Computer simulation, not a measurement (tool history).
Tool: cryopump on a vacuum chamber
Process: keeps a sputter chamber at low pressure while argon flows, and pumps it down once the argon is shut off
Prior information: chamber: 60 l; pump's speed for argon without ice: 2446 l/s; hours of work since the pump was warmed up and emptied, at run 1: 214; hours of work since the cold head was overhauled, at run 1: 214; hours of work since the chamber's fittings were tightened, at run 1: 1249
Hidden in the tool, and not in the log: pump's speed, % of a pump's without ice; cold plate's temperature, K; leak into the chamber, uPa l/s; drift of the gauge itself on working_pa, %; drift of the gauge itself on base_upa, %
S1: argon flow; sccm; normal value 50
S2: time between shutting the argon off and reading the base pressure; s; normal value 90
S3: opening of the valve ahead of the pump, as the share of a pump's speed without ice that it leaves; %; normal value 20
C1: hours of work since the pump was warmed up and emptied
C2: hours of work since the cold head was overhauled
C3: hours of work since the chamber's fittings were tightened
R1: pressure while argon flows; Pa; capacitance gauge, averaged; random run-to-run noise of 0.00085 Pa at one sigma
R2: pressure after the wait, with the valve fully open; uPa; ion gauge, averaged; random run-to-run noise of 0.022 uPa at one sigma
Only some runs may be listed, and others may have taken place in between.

run	day	S1	S2	S3	C1	C2	C3	R1	R2
1	0	50	90	20	214	214	1249	0.1791	0.9
2	0.479	50	90	20	220	220	1255	0.1793	0.87
3	1.05	50	90	25	228	228	1263	0.1445	0.92
4	2.038	35	90	25	241	241	1276	0.1018	0.86
5	2.625	84	90	20	249	249	1284	0.3026	0.9
6	3.6	84	90	20	262	262	1297	0.3038	0.9
7	4.538	49	90	20	275	275	1309	0.1751	0.95
8	5.325	49	90	20	285	285	1320	0.1783	0.93
9	5.754	49	90	20	291	291	1326	0.1789	0.98
10	6.283	49	90	20	298	298	1333	0.1759	0.93
11	6.892	49	26	20	306	306	1341	0.178	1.93
12	7.388	49	26	20	313	313	1348	0.1779	1.98
13	8.404	49	26	20	326	326	1361	0.1782	1.99
14	8.892	49	26	20	333	333	1368	0.1792	2.03
15	9.888	22	90	20	346	346	1381	0.0798	0.97
16	10.662	22	90	20	356	356	1391	0.0802	0.99
17	11.517	22	90	20	368	368	1403	0.0797	1
18	12.171	22	90	20	377	377	1411	0.0795	0.97
19	13.092	22	90	20	389	389	1424	0.0806	1
20	13.938	25	26	48	400	400	1435	0.0417	1.97
21	14.904	25	26	48	413	413	1448	0.0423	2.03
# day 15.279: pump warmed up, emptied and cooled again
22	15.908	36	170	20	8	424	1459	0.1241	0.65
23	16.462	44	258	32	16	431	1466	0.0948	0.57
24	17.288	50	106	56	27	442	1477	0.0632	0.79
25	17.862	39	29	51	35	450	1485	0.0536	1.78
26	18.725	50	20	29	46	461	1496	0.1211	2.35
27	19.608	68	90	20	58	473	1508	0.2361	0.93
28	20.112	75	39	20	65	480	1515	0.2614	1.51
29	20.658	75	39	20	72	487	1522	0.2626	1.49
30	21.3	75	48	29	80	496	1531	0.1816	1.28
31	21.762	50	248	15	87	502	1537	0.2295	0.63
32	22.408	50	248	15	95	511	1546	0.2321	0.65
33	22.838	50	248	15	101	516	1551	0.2332	0.6
34	23.421	37	248	38	109	524	1559	0.069	0.65

Measured less the same run without the tool's hidden state. The same run-to-run variation is in both; the gauge's scatter may not be:
run	R1	R2
1	+0.0057	+0.34
2	+0.0059	+0.34
3	+0.0061	+0.35
4	+0.0046	+0.35
5	+0.0114	+0.36
6	+0.0121	+0.38
7	+0.0074	+0.39
8	+0.0078	+0.38
9	+0.0079	+0.4
10	+0.0081	+0.39
11	+0.0084	+0.38
12	+0.0087	+0.4
13	+0.0091	+0.41
14	+0.0094	+0.42
15	+0.0044	+0.43
16	+0.0046	+0.44
17	+0.0047	+0.43
18	+0.0048	+0.44
19	+0.0051	+0.46
20	+0.006	+0.45
21	+0.0062	+0.47
22	+0.0002	+0.32
23	+0.0004	+0.33
24	+0.0008	+0.33
25	+0.0007	+0.33
26	+0.0012	+0.34
27	+0.0021	+0.35
28	+0.0025	+0.36
29	+0.0029	+0.35
30	+0.0031	+0.35
31	+0.0022	+0.36
32	+0.0024	+0.37
33	+0.0026	+0.37
34	+0.0021	+0.37
